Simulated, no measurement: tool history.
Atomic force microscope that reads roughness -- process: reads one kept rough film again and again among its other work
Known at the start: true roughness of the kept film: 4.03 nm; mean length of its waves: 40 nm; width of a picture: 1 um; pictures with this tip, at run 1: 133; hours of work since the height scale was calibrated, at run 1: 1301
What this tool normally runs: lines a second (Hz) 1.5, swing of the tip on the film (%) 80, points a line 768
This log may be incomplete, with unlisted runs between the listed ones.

run,hour,lines a second (Hz),swing of the tip on the film (%),points a line,pictures with this tip,hours of work since the height scale was calibrated,roughness of the kept film (nm (root mean square))
1,0,1.5,80,768,133,1301,2.876
# hour 40.8: new tip fitted
2,58.6,1.5,80,768,36,1345,3.156
3,130.2,1.5,80,768,179,1399,2.722
# hour 148.9: new tip fitted
4,204.6,0.67,80,768,112,1454,3.007
# hour 259.6: new tip fitted
5,261.3,2.32,80,768,4,1496,3.193
6,334.8,1.5,80,768,151,1552,2.784
# hour 367.1: new tip fitted
7,391.6,1.5,80,534,49,1594,3.092
8,467.5,1.5,80,534,201,1651,2.633
# hour 477.3: new tip fitted
# hour 521.3: height scale calibrated on a step standard
9,539.3,1.05,80,768,122,14,2.866
10,577.1,0.83,87,768,198,42,2.62
# hour 589.2: new tip fitted
11,650.7,0.83,87,768,123,97,2.851
12,684.8,0.83,87,768,191,123,2.663
# hour 697.8: new tip fitted
# hour 732.8: height scale calibrated on a step standard, once more
13,763.5,0.83,87,768,130,23,2.967
# hour 805.5: new tip fitted
14,805.5,3.31,80,768,0,54,3.148
15,879.7,3.31,80,768,148,110,2.645
# hour 915.9: new tip fitted
16,930.2,3.31,70,282,29,148,3.183
17,965,3,80,373,99,174,2.824
18,1015.1,3.79,80,768,199,212,2.446

Subtracting, for every run, the result it would have given without the tool's unlogged condition from the measured result gives the following. The same run-to-run variation enters both numbers; the gauge's scatter may not:
What the log doesn't record here: radius of the tip, nm; height scale over the true one, %; drift of the gauge itself on roughness_nm, %.
run,roughness of the kept film (nm (root mean square))
1,-0.548
2,-0.242
3,-0.712
4,-0.548
5,-0.1
6,-0.618
7,-0.312
8,-0.781
9,-0.601
10,-0.836
11,-0.596
12,-0.818
13,-0.507
14,-0.006
15,-0.52
16,-0.139
17,-0.381
18,-0.663

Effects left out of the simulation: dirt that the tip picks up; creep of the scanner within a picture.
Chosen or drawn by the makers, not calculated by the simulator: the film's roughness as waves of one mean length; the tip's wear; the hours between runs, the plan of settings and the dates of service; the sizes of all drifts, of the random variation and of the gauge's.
